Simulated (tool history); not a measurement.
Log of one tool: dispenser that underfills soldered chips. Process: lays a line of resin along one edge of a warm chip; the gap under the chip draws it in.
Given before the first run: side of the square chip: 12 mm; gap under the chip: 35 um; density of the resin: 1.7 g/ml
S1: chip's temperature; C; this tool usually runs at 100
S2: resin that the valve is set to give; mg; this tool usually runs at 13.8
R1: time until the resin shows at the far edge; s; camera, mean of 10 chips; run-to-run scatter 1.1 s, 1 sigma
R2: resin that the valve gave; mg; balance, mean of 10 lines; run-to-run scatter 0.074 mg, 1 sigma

| run | hour | S1 | S2 | R1 | R2 |
|---|---|---|---|---|---|
| 1 | 0.0 | 100 | 13.8 | 136.6 | 13.62 |
| 2 | 5.8 | 100 | 13.8 | 171.4 | 13.51 |
|  | 9.5 | new syringe of resin |
| 3 | 13.4 | 100 | 13.8 | 117.4 | 13.63 |
| 4 | 19.4 | 102 | 13.8 | 136.8 | 13.47 |
|  | 25.9 | new syringe of resin |
| 5 | 29.1 | 102 | 13.8 | 106.5 | 13.47 |
| 6 | 38.4 | 102 | 13.8 | 150.7 | 13.35 |
|  | 42.7 | new syringe of resin |
| 7 | 48.8 | 102 | 13.8 | 123.4 | 13.27 |
| 8 | 58.6 | 102 | 13.8 | 179.6 | 13.23 |
|  | 59.9 | new syringe of resin |
| 9 | 65.2 | 102 | 13.8 | 115.5 | 13.14 |
|  | 76.8 | new syringe of resin |
| 10 | 77.4 | 102 | 13.8 | 97.8 | 13.18 |
| 11 | 86.3 | 96 | 17.4 | 164.3 | 16.25 |
|  | 93.8 | new syringe of resin |
| 12 | 98.6 | 98 | 14.3 | 131.4 | 13.35 |
|  | 108.4 | dispensing valve cleaned and set on the balance |
| 13 | 108.4 | 98 | 14.3 | 182.5 | 14.42 |
|  | 111.8 | new syringe of resin |
| 14 | 118.9 | 97 | 12.3 | 146.4 | 12.24 |
| 15 | 124.6 | 97 | 12.3 | 181.8 | 12.24 |

Alternative continuations, all from the tool just after run 15; predict every row:
|  | 128.2 | new syringe of resin |
| A | 133.9 | 97 | 16.0 | ? | ? |
|  | 128.2 | new syringe of resin |
| B | 133.9 | 99 | 16.4 | ? | ? |
|  | 128.2 | new syringe of resin |
| C | 133.9 | 86 | 12.6 | ? | ? |
|  | 128.2 | new syringe of resin |
| D | 133.9 | 109 | 12.3 | ? | ? |
|  | 128.2 | new syringe of resin |
| E | 133.9 | 97 | 14.3 | ? | ? |

| run | R1 | R2 |
|---|---|---|
| A | 134.3 | 15.80 |
| B | 126.6 | 16.01 |
| C | 198.2 | 12.37 |
| D | 97.9 | 12.12 |
| E | 137.9 | 14.14 |
Without the tool's unlogged condition, the same runs would have read:
| run | R1 | R2 |
|---|---|---|
| A | 111.3 | 16.04 |
| B | 104.9 | 16.24 |
| C | 164.4 | 12.55 |
| D | 80.8 | 12.30 |
| E | 114.4 | 14.35 |

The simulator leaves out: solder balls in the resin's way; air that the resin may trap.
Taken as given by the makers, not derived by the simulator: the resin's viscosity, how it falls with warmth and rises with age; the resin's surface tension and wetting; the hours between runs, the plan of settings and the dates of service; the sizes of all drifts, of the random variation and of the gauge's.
